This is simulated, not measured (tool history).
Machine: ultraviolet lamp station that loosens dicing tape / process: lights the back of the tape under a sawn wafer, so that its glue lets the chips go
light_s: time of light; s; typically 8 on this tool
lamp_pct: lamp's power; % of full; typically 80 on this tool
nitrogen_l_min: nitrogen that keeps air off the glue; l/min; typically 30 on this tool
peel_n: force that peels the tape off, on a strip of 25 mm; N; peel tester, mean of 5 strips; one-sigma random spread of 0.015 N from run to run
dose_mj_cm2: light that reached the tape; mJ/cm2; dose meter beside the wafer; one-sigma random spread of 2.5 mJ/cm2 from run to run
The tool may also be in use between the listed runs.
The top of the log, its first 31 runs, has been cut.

Run 32, day 38.342: usual settings but light_s 12 s. Result: peel_n 0.341 N, dose_mj_cm2 435 mJ/cm2.
Run 33, day 39.996: usual settings but light_s 4 s, nitrogen_l_min 21 l/min. Result: peel_n 2.897 N, dose_mj_cm2 146 mJ/cm2.
Run 34, day 40.975: usual settings but light_s 6 s, lamp_pct 76 % of full. Result: peel_n 1.439 N, dose_mj_cm2 207 mJ/cm2.
Run 35, day 42.312: usual settings but light_s 6 s, lamp_pct 76 % of full. Result: peel_n 1.464 N, dose_mj_cm2 202 mJ/cm2.
Run 36, day 43.483: usual settings but lamp_pct 69 % of full. Result: peel_n 0.978 N, dose_mj_cm2 249 mJ/cm2.
Run 37, day 44.992: usual settings but light_s 16 s, lamp_pct 90 % of full, nitrogen_l_min 14 l/min. Result: peel_n 0.298 N, dose_mj_cm2 654 mJ/cm2.
Run 38, day 45.792: usual settings but light_s 6 s, lamp_pct 85 % of full. Result: peel_n 1.18 N, dose_mj_cm2 230 mJ/cm2.
At day 46.196: window cleaned of glue's vapour.
Run 39, day 47.404: usual settings but light_s 6 s, lamp_pct 85 % of full. Result: peel_n 1.161 N, dose_mj_cm2 230 mJ/cm2.
Run 40, day 48.867: usual settings but nitrogen_l_min 10 l/min. Result: peel_n 1.704 N, dose_mj_cm2 284 mJ/cm2.
Run 41, day 50.546: usual settings but nitrogen_l_min 10 l/min. Result: peel_n 1.651 N, dose_mj_cm2 289 mJ/cm2.
Run 42, day 51.804: usual settings but nitrogen_l_min 10 l/min. Result: peel_n 1.686 N, dose_mj_cm2 288 mJ/cm2.
Run 43, day 52.796: usual settings but light_s 6 s, lamp_pct 67 % of full, nitrogen_l_min 13 l/min. Result: peel_n 2.873 N, dose_mj_cm2 183 mJ/cm2.

Here are 4 independent what-if runs from the current tool condition. What would each one return?
Run A, day 54.404: usual settings but light_s 7 s. Result: peel_n ?, dose_mj_cm2 ?.
Run B, day 54.404: usual settings but light_s 5 s, nitrogen_l_min 12 l/min. Result: peel_n ?, dose_mj_cm2 ?.
Run C, day 54.404: usual settings but light_s 5 s, lamp_pct 67 % of full, nitrogen_l_min 12 l/min. Result: peel_n ?, dose_mj_cm2 ?.
Run D, day 54.404: usual settings but light_s 13 s. Result: peel_n ?, dose_mj_cm2 ?.

run  peel_n  dose_mj_cm2
  A    0.96          248
  B   2.914          181
  C   3.641          152
  D     0.3          465
With the hidden condition removed and each run's random variation left untouched, the same runs would have given:
run  peel_n  dose_mj_cm2
  A   0.954          249
  B   2.902          182
  C   3.628          153
  D   0.299          467
